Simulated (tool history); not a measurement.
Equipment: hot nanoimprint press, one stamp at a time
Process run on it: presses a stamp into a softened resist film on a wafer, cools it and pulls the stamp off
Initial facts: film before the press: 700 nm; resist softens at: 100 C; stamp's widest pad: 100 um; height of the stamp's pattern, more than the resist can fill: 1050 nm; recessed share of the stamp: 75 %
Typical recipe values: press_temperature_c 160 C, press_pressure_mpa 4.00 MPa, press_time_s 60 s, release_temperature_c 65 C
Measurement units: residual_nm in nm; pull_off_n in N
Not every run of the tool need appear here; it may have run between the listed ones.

run,hour,press_temperature_c,press_pressure_mpa,press_time_s,release_temperature_c,residual_nm,pull_off_n
1,0.0,160,4.00,60,65,277.6,104
# hour 13.8: press's hydraulic seals changed and the load cell set to zero
2,27.6,160,4.00,60,54,279.0,130
3,50.6,160,4.00,60,65,277.3,100
4,90.7,160,4.00,36,65,341.1,107
5,116.6,160,4.00,36,65,340.0,106
6,147.6,160,4.00,36,65,338.4,103
7,167.3,160,4.00,36,65,341.5,102
8,184.5,160,4.00,36,65,342.9,102
# hour 215.9: stamp cleaned and given a new release coat
9,215.9,160,4.00,36,65,340.9,107
10,244.4,160,5.06,60,65,250.6,106
11,268.3,160,4.00,60,65,278.1,103
12,307.1,160,4.00,60,65,281.1,107
13,325.8,160,2.69,60,65,331.9,102
14,349.3,160,4.00,60,65,281.1,104
15,378.2,160,4.44,60,60,267.2,120
16,401.5,160,3.05,36,73,382.3,82
17,427.9,151,3.89,64,65,409.9,104
# hour 459.8: plate thermocouple calibrated
18,465.4,160,4.00,52,71,301.7,87
19,487.7,160,3.50,59,51,305.6,147
20,530.0,160,2.78,59,51,332.4,149
21,558.4,167,2.68,59,71,252.0,85
22,595.1,160,4.00,60,56,284.9,136
23,613.5,160,4.00,60,56,283.5,135
24,641.7,160,4.00,60,65,281.5,102
# hour 666.7: stamp cleaned and given a new release coat
25,673.4,160,3.65,60,70,294.9,90
26,703.1,160,4.00,84,65,248.3,105
27,737.3,160,5.40,33,65,315.3,101

For each run, the measured value with the value that run would have given without the tool's hidden condition subtracted. The run-to-run variation is shared by both, the gauge scatter possibly not:
What the log doesn't record here: true temperature over the reading, C; pressure that arrives at the usual setting, %; grip of the stamp's worn release coat, % over a new coat's; drift of the gauge itself on residual_nm, %; drift of the gauge itself on pull_off_n, %.
run,residual_nm
1,+0.1
2,+0.1
3,+0.3
4,+0.8
5,+1.0
6,+1.4
7,+1.6
8,+1.9
9,+2.1
10,+1.8
11,+2.1
12,+2.5
13,+3.2
14,+2.9
15,+3.1
16,+4.7
17,+5.4
18,+5.1
19,+5.3
20,+6.3
21,+4.9
22,+6.0
23,+6.1
24,+6.3
25,+6.8
26,+5.9
27,+8.0
For pull_off_n, the value without the hidden state is never more than 1 N from the measured value.

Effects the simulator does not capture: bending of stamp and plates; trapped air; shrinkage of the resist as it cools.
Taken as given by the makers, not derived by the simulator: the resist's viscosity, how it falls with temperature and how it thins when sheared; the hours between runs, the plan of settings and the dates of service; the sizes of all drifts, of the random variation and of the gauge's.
